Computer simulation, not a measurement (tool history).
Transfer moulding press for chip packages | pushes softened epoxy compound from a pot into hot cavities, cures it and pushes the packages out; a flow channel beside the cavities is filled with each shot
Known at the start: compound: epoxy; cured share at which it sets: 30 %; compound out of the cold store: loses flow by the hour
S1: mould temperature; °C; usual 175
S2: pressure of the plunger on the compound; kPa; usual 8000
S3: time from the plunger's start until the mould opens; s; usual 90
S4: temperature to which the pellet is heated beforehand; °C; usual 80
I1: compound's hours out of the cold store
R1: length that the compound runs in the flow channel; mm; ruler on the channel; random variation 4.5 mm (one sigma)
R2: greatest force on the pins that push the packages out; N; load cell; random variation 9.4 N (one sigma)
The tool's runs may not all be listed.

run	hour	S1	S2	S3	S4	I1	R1	R2
1	0.0	175	8000	90	80	29.2	821	495
2	15.7	175	8000	90	80	30.1	826	616
3	26.7	175	8000	90	89	9.9	927	733
4	37.4	175	7250	90	89	32.1	773	756
5	51.3	175	7250	125	89	25.9	797	658
6	63.7	175	7250	125	89	30.3	767	671
7	74.7	175	7250	125	89	34.1	749	694
8	82.0	175	7250	125	89	19.9	823	702
# hour 95.4: cavities cleaned with cleaning compound and waxed
9	97.8	174	8000	90	80	40.6	763	439
10	111.6	174	8000	110	80	21.8	850	463
11	118.9	175	8000	90	80	14.1	897	681
12	131.2	175	8000	90	80	40.7	768	716
13	138.8	175	8000	90	80	44.6	740	759
14	150.0	175	8000	90	80	25.9	819	817
15	157.6	168	8000	90	80	36.6	788	1190
16	170.9	174	8000	90	84	39.9	758	892
17	181.3	175	8220	90	74	34.4	791	920
18	189.8	175	8900	90	87	32.1	839	862
# hour 197.1: cavities cleaned with cleaning compound and waxed
19	200.5	175	8000	79	80	39.6	757	570
20	208.3	170	7400	115	80	41.9	736	461
21	221.2	172	6630	97	77	26.2	751	665
22	228.5	172	6630	97	77	47.3	662	659
23	239.4	167	6630	74	74	41.5	694	1828
24	251.3	179	7770	90	80	20.7	815	702
25	267.9	179	7770	90	80	14.1	854	745
26	282.4	179	7770	90	80	33.4	763	781
27	290.2	179	6250	90	82	32.0	689	753
# hour 298.2: cavities cleaned with cleaning compound and waxed
# hour 306.6: plunger's sealing rings changed
28	306.6	177	6660	110	72	29.3	753	382
29	318.1	182	6410	76	82	23.7	751	601

Some steps in R1 between neighbouring runs. How much of each would the tool show without its hidden state too (settings, what came in, random variation), and how much is left for the hidden state, with any gauge scatter that isn't in both results?
The hidden state here: true mould temperature over the reading, C; pressure that reaches the compound, % of what is set; grip of the stained cavities, % over clean ones'; drift of the gauge itself on flow_mm, %; drift of the gauge itself on push_out_n, %.
Run 3 -> 4: S2 8000 -> 7250. R1 -154 mm: hidden state +0, all else -154.
Run 11 -> 12: no setting changed, nothing entered. R1 -129 mm: hidden state +1, all else -130.
Run 23 -> 24: S1 167 -> 179, S2 6630 -> 7770, S3 74 -> 90, S4 74 -> 80. R1 +121 mm: hidden state -5, all else +126.
Run 27 -> 28: S1 179 -> 177, S2 6250 -> 6660, S3 90 -> 110, S4 82 -> 72, cavities cleaned with cleaning compound and waxed, plunger's sealing rings changed. R1 +64 mm: hidden state +25, all else +39.
